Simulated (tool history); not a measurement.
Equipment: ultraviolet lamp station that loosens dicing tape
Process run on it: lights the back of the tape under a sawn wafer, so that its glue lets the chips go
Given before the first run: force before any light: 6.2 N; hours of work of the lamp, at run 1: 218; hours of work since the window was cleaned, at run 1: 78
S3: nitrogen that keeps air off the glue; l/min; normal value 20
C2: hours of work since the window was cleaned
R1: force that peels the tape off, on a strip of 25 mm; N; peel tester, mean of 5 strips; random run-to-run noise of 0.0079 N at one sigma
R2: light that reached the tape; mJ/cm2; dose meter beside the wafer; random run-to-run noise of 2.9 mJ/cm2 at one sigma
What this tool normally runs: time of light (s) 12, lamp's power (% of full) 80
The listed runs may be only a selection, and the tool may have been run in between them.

run 1 day=0.000 | time_of_light_(s)=12 lamp's_power_(%_of_full)=80 S3=20 | hours_of_work_of_the_lamp=218 C2=78 | R1=0.315 R2=426
run 2 day=1.246 | time_of_light_(s)=12 lamp's_power_(%_of_full)=80 S3=20 | hours_of_work_of_the_lamp=239 C2=99 | R1=0.319 R2=429
run 3 day=2.867 | time_of_light_(s)=12 lamp's_power_(%_of_full)=80 S3=20 | hours_of_work_of_the_lamp=266 C2=126 | R1=0.331 R2=427
run 4 day=4.408 | time_of_light_(s)=12 lamp's_power_(%_of_full)=80 S3=20 | hours_of_work_of_the_lamp=292 C2=152 | R1=0.312 R2=430
run 5 day=5.929 | time_of_light_(s)=12 lamp's_power_(%_of_full)=80 S3=19 | hours_of_work_of_the_lamp=317 C2=177 | R1=0.324 R2=425
run 6 day=8.312 | time_of_light_(s)=12 lamp's_power_(%_of_full)=80 S3=19 | hours_of_work_of_the_lamp=357 C2=217 | R1=0.312 R2=428
run 7 day=10.488 | time_of_light_(s)=12 lamp's_power_(%_of_full)=80 S3=14 | hours_of_work_of_the_lamp=393 C2=253 | R1=0.344 R2=423
run 8 day=11.917 | time_of_light_(s)=12 lamp's_power_(%_of_full)=64 S3=20 | hours_of_work_of_the_lamp=417 C2=277 | R1=0.429 R2=340
-- day=12.367 window cleaned of glue's vapour
run 9 day=14.162 | time_of_light_(s)=12 lamp's_power_(%_of_full)=80 S3=20 | hours_of_work_of_the_lamp=454 C2=30 | R1=0.311 R2=427
run 10 day=15.433 | time_of_light_(s)=12 lamp's_power_(%_of_full)=80 S3=20 | hours_of_work_of_the_lamp=475 C2=51 | R1=0.312 R2=422
run 11 day=16.612 | time_of_light_(s)=12 lamp's_power_(%_of_full)=80 S3=20 | hours_of_work_of_the_lamp=495 C2=71 | R1=0.315 R2=434
run 12 day=19.025 | time_of_light_(s)=12 lamp's_power_(%_of_full)=80 S3=11 | hours_of_work_of_the_lamp=535 C2=111 | R1=0.380 R2=425
run 13 day=21.017 | time_of_light_(s)=12 lamp's_power_(%_of_full)=80 S3=20 | hours_of_work_of_the_lamp=568 C2=144 | R1=0.326 R2=432
run 14 day=22.462 | time_of_light_(s)=12 lamp's_power_(%_of_full)=70 S3=20 | hours_of_work_of_the_lamp=593 C2=168 | R1=0.362 R2=376
run 15 day=25.083 | time_of_light_(s)=12 lamp's_power_(%_of_full)=70 S3=20 | hours_of_work_of_the_lamp=636 C2=212 | R1=0.375 R2=375
run 16 day=26.254 | time_of_light_(s)=12 lamp's_power_(%_of_full)=70 S3=20 | hours_of_work_of_the_lamp=656 C2=232 | R1=0.385 R2=376
run 17 day=28.212 | time_of_light_(s)=19 lamp's_power_(%_of_full)=63 S3=37 | hours_of_work_of_the_lamp=689 C2=264 | R1=0.238 R2=533
-- day=29.312 window cleaned of glue's vapour
run 18 day=30.021 | time_of_light_(s)=7 lamp's_power_(%_of_full)=91 S3=20 | hours_of_work_of_the_lamp=718 C2=12 | R1=0.582 R2=280
run 19 day=31.233 | time_of_light_(s)=14 lamp's_power_(%_of_full)=64 S3=28 | hours_of_work_of_the_lamp=739 C2=32 | R1=0.289 R2=400
run 20 day=32.938 | time_of_light_(s)=22 lamp's_power_(%_of_full)=61 S3=19 | hours_of_work_of_the_lamp=767 C2=60 | R1=0.241 R2=597
-- day=33.329 lamp changed
run 21 day=34.529 | time_of_light_(s)=22 lamp's_power_(%_of_full)=61 S3=19 | hours_of_work_of_the_lamp=20 C2=86 | R1=0.235 R2=595
run 22 day=37.179 | time_of_light_(s)=22 lamp's_power_(%_of_full)=86 S3=33 | hours_of_work_of_the_lamp=64 C2=131 | R1=0.214 R2=846
run 23 day=38.858 | time_of_light_(s)=22 lamp's_power_(%_of_full)=86 S3=33 | hours_of_work_of_the_lamp=92 C2=159 | R1=0.211 R2=836
run 24 day=39.996 | time_of_light_(s)=12 lamp's_power_(%_of_full)=89 S3=20 | hours_of_work_of_the_lamp=111 C2=178 | R1=0.280 R2=480
run 25 day=41.738 | time_of_light_(s)=11 lamp's_power_(%_of_full)=65 S3=10 | hours_of_work_of_the_lamp=140 C2=207 | R1=0.640 R2=317
run 26 day=43.538 | time_of_light_(s)=16 lamp's_power_(%_of_full)=92 S3=7 | hours_of_work_of_the_lamp=170 C2=237 | R1=0.264 R2=652
run 27 day=44.633 | time_of_light_(s)=7 lamp's_power_(%_of_full)=77 S3=22 | hours_of_work_of_the_lamp=189 C2=255 | R1=0.738 R2=240
run 28 day=45.762 | time_of_light_(s)=7 lamp's_power_(%_of_full)=77 S3=22 | hours_of_work_of_the_lamp=207 C2=274 | R1=0.735 R2=236
-- day=46.242 window cleaned of glue's vapour
run 29 day=48.354 | time_of_light_(s)=12 lamp's_power_(%_of_full)=63 S3=19 | hours_of_work_of_the_lamp=250 C2=35 | R1=0.434 R2=339
run 30 day=50.396 | time_of_light_(s)=8 lamp's_power_(%_of_full)=63 S3=16 | hours_of_work_of_the_lamp=284 C2=69 | R1=0.964 R2=226

Each row is a separate what-if for the run after 30, all from the same tool condition, not one after another. Results?
run A day=52.483 | time_of_light_(s)=16 lamp's_power_(%_of_full)=80 S3=20 | hours_of_work_of_the_lamp=319 C2=104 | R1=? R2=?
run B day=52.483 | time_of_light_(s)=16 lamp's_power_(%_of_full)=77 S3=22 | hours_of_work_of_the_lamp=319 C2=104 | R1=? R2=?
run C day=52.483 | time_of_light_(s)=8 lamp's_power_(%_of_full)=82 S3=6 | hours_of_work_of_the_lamp=319 C2=104 | R1=? R2=?
run D day=52.483 | time_of_light_(s)=8 lamp's_power_(%_of_full)=73 S3=16 | hours_of_work_of_the_lamp=319 C2=104 | R1=? R2=?

run=A R1=0.248 R2=569
run=B R1=0.251 R2=553
run=C R1=0.989 R2=293
run=D R1=0.756 R2=259
Without the tool's hidden state the same runs would have given:
run=A R1=0.248 R2=570
run=B R1=0.250 R2=554
run=C R1=0.987 R2=293
run=D R1=0.755 R2=260

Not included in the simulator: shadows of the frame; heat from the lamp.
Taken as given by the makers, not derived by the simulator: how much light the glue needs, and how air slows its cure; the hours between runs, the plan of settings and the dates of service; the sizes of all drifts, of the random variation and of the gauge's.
